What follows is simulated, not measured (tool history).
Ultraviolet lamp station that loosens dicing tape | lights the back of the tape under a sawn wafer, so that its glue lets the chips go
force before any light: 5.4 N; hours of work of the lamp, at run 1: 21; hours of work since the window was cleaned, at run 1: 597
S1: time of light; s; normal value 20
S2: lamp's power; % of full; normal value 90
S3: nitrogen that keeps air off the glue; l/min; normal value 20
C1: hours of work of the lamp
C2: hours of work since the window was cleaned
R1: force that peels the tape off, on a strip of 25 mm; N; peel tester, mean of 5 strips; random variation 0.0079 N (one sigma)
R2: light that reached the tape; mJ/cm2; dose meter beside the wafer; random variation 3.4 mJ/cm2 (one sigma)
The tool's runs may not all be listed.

run	hour	S1	S2	S3	C1	C2	R1	R2
1	0.0	20	90	20	21	597	0.303	558
2	4.3	20	90	20	24	599	0.300	564
3	8.5	20	90	20	26	602	0.305	563
4	15.3	20	90	20	31	606	0.298	562
5	21.8	20	90	20	35	610	0.306	561
6	30.9	20	90	20	40	616	0.293	557
7	40.2	20	88	20	46	622	0.311	542
8	48.5	20	88	20	51	627	0.318	546
9	57.9	17	88	20	57	633	0.401	466
10	64.1	20	90	20	61	636	0.315	558
11	70.8	20	90	20	65	641	0.306	560
# hour 76.8: window cleaned of glue's vapour
12	76.8	20	90	20	69	0	0.294	561
13	82.7	20	66	20	72	4	0.516	409
14	89.6	19	66	20	77	8	0.610	390
15	97.3	19	66	20	81	13	0.571	389
16	101.7	23	60	37	84	15	0.389	431
17	109.3	20	82	20	89	20	0.357	515
18	116.1	11	95	7	93	24	1.234	325
19	122.7	15	100	11	97	29	0.573	465
20	126.8	31	70	15	100	31	0.263	677
21	136.2	31	70	15	106	37	0.261	676
22	142.4	33	79	19	109	41	0.200	810
23	146.6	32	63	20	112	43	0.270	622
24	151.0	11	90	27	115	46	0.790	304
25	157.6	19	79	35	119	50	0.330	467
26	163.7	10	70	35	123	54	1.253	218
27	171.0	12	96	27	127	59	0.591	358
28	180.3	16	74	30	133	64	0.547	370
29	187.3	16	74	30	137	69	0.546	369

The next listed run, before its measurement:
30	193.8	12	91	30	141	73	?	?

Run 30 yielded R1 0.651 N, R2 340 mJ/cm2.
Minus the tool's unlogged condition, the same run would have read R1 0.650 N, R2 341 mJ/cm2.

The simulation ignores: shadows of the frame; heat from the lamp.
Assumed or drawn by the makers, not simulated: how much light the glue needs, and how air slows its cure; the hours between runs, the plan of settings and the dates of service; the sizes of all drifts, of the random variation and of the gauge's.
